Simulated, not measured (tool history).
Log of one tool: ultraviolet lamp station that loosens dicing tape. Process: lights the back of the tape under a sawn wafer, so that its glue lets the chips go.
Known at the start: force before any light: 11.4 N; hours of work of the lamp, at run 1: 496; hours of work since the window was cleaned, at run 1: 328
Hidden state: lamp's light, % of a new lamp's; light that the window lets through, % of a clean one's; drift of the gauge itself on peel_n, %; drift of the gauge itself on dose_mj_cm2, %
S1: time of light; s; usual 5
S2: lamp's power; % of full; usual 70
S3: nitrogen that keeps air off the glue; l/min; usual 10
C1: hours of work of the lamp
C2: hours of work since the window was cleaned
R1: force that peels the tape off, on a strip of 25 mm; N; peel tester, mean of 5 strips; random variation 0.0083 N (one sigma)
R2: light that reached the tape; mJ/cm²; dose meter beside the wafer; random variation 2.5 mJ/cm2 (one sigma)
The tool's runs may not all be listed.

run   hour  S1  S2  S3   C1   C2     R1   R2
  1    0.0   5  70  10  496  328  0.337  312
  2   28.0   5  70  10  510  341  0.325  309
      32.2  -- window cleaned of glue's vapour
  3   55.3   5  70  10  523   11  0.332  310
  4  100.6   5  70  10  544   33  0.316  311
  5  125.7   5  70  10  556   45  0.340  314
  6  150.8   3  70  10  568   57  1.203  188
  7  170.2   3  70  10  578   66  1.189  185
  8  207.6   3  70  10  596   84  1.141  184
  9  240.2   3  70  10  611  100  1.129  186
 10  280.6   3  70  10  631  119  1.131  188
 11  307.9   3  70  10  644  132  1.160  189
 12  351.5   3  70  10  664  153  1.159  185
 13  387.0   3  70  10  682  170  1.081  186
 14  429.2   3  71   6  702  190  1.531  192
 15  463.0   3  98   6  718  206  0.785  263
 16  482.0   5  70  15  727  215  0.261  307
 17  518.7   5  70  15  745  233  0.265  314
 18  546.8   5  70  10  758  247  0.334  314
 19  568.3   5  70  10  768  257  0.324  312
 20  610.7   2  88  10  789  277  1.636  159
 21  632.9   2  88  10  799  288  1.623  156
 22  652.3   2  88  13  809  297  1.419  159
 23  680.9   7  70   8  822  311  0.188  437

3 ways to go on from here, each from the tool as it stands after run 23. What would each give?
  A  726.3   9  70  18  844  333   ?   ?
  B  726.3   7  70  10  844  333   ?   ?
  C  726.3   3  70   9  844  333   ?   ?

run     R1   R2
  A  0.130  560
  B  0.170  438
  C  1.194  188
Without the tool's hidden state the same runs would have given:
run     R1   R2
  A  0.130  561
  B  0.170  439
  C  1.191  188
